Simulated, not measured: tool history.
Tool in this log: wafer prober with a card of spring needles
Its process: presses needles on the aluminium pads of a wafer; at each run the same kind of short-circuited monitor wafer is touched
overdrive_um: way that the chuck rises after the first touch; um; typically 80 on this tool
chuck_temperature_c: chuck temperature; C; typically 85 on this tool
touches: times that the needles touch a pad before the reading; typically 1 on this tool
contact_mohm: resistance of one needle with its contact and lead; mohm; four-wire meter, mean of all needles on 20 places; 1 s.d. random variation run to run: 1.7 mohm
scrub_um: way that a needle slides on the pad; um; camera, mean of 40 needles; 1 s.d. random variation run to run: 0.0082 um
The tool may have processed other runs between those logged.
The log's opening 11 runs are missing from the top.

At hour 121: tips cleaned on abrasive film.
Run 12, hour 122.4: usual settings. Result: contact_mohm 166 mohm, scrub_um 15.472 um.
Run 13, hour 129.9: usual settings. Result: contact_mohm 169 mohm, scrub_um 15.479 um.
At hour 131: tips cleaned on abrasive film.
At hour 140.4: tips cleaned on abrasive film.
Run 14, hour 142.5: usual settings. Result: contact_mohm 166 mohm, scrub_um 15.468 um.
At hour 147.3: height of the first contact set anew.
At hour 150.8: tips cleaned on abrasive film.
Run 15, hour 154.7: usual settings. Result: contact_mohm 168 mohm, scrub_um 15.469 um.
At hour 160.4: tips cleaned on abrasive film.
Run 16, hour 162.6: usual settings but overdrive_um 92 um. Result: contact_mohm 166 mohm, scrub_um 17.792 um.
At hour 169.8: tips cleaned on abrasive film.
Run 17, hour 177.2: usual settings but overdrive_um 92 um. Result: contact_mohm 166 mohm, scrub_um 17.78 um.
At hour 180: tips cleaned on abrasive film.
At hour 189.8: tips cleaned on abrasive film.
Run 18, hour 189.8: usual settings but overdrive_um 96 um, chuck_temperature_c 111 C. Result: contact_mohm 169 mohm, scrub_um 18.566 um.
At hour 199.2: tips cleaned on abrasive film.
Run 19, hour 201.5: usual settings but overdrive_um 96 um, chuck_temperature_c 111 C. Result: contact_mohm 170 mohm, scrub_um 18.565 um.
At hour 208.8: tips cleaned on abrasive film.
Run 20, hour 214.8: usual settings but overdrive_um 82 um, chuck_temperature_c 111 C, touches 2. Result: contact_mohm 172 mohm, scrub_um 15.866 um.
At hour 219.2: tips cleaned on abrasive film.
Run 21, hour 224.7: usual settings but chuck_temperature_c 49 C, touches 3. Result: contact_mohm 162 mohm, scrub_um 15.474 um.
At hour 229: tips cleaned on abrasive film.
At hour 238.6: tips cleaned on abrasive film.
Run 22, hour 240.4: usual settings but chuck_temperature_c 49 C, touches 3. Result: contact_mohm 158 mohm, scrub_um 15.455 um.
At hour 248.1: tips cleaned on abrasive film.
Run 23, hour 251.5: usual settings but chuck_temperature_c 49 C, touches 3. Result: contact_mohm 158 mohm, scrub_um 15.47 um.
At hour 258: tips cleaned on abrasive film.
Run 24, hour 260.4: usual settings but overdrive_um 92 um, chuck_temperature_c 52 C. Result: contact_mohm 160 mohm, scrub_um 17.783 um.
At hour 267.8: tips cleaned on abrasive film.
Run 25, hour 272.7: usual settings but overdrive_um 68 um, chuck_temperature_c 52 C, touches 2. Result: contact_mohm 162 mohm, scrub_um 13.149 um.
At hour 277.9: tips cleaned on abrasive film.
Run 26, hour 283.3: usual settings but chuck_temperature_c 112 C. Result: contact_mohm 170 mohm, scrub_um 15.48 um.
At hour 287.4: tips cleaned on abrasive film.
Run 27, hour 293.7: usual settings but overdrive_um 74 um, chuck_temperature_c 51 C. Result: contact_mohm 165 mohm, scrub_um 14.312 um.
At hour 296.3: height of the first contact set anew.
At hour 297.4: tips cleaned on abrasive film.
Run 28, hour 302.6: usual settings but overdrive_um 74 um, chuck_temperature_c 51 C. Result: contact_mohm 161 mohm, scrub_um 14.322 um.
At hour 307.2: tips cleaned on abrasive film.
At hour 316.8: tips cleaned on abrasive film.
Run 29, hour 317.6: usual settings but overdrive_um 74 um, chuck_temperature_c 59 C. Result: contact_mohm 163 mohm, scrub_um 14.301 um.
At hour 326.2: tips cleaned on abrasive film.
Run 30, hour 332.3: usual settings but overdrive_um 68 um, chuck_temperature_c 42 C. Result: contact_mohm 162 mohm, scrub_um 13.152 um.
At hour 336: tips cleaned on abrasive film.
Run 31, hour 343.7: usual settings but overdrive_um 81 um, chuck_temperature_c 88 C, touches 2. Result: contact_mohm 166 mohm, scrub_um 15.657 um.
At hour 345.4: tips cleaned on abrasive film.
At hour 355.4: tips cleaned on abrasive film.
Run 32, hour 356.1: usual settings but overdrive_um 60 um, chuck_temperature_c 38 C. Result: contact_mohm 161 mohm, scrub_um 11.598 um.

Branching from run 32: 3 alternative next runs. What would each branch give?
At hour 364.7: tips cleaned on abrasive film.
Run A, hour 370: usual settings but chuck_temperature_c 49 C. Result: contact_mohm ?, scrub_um ?.
At hour 364.7: tips cleaned on abrasive film.
Run B, hour 370: usual settings but overdrive_um 65 um, chuck_temperature_c 34 C. Result: contact_mohm ?, scrub_um ?.
At hour 364.7: tips cleaned on abrasive film.
Run C, hour 370: usual settings but overdrive_um 73 um, chuck_temperature_c 38 C. Result: contact_mohm ?, scrub_um ?.

run  contact_mohm  scrub_um
  A           159    15.457
  B           162     12.58
  C           161    14.098
What these runs would have given with no unlogged condition in the tool:
run  contact_mohm  scrub_um
  A           159    15.458
  B           162    12.581
  C           161    14.099
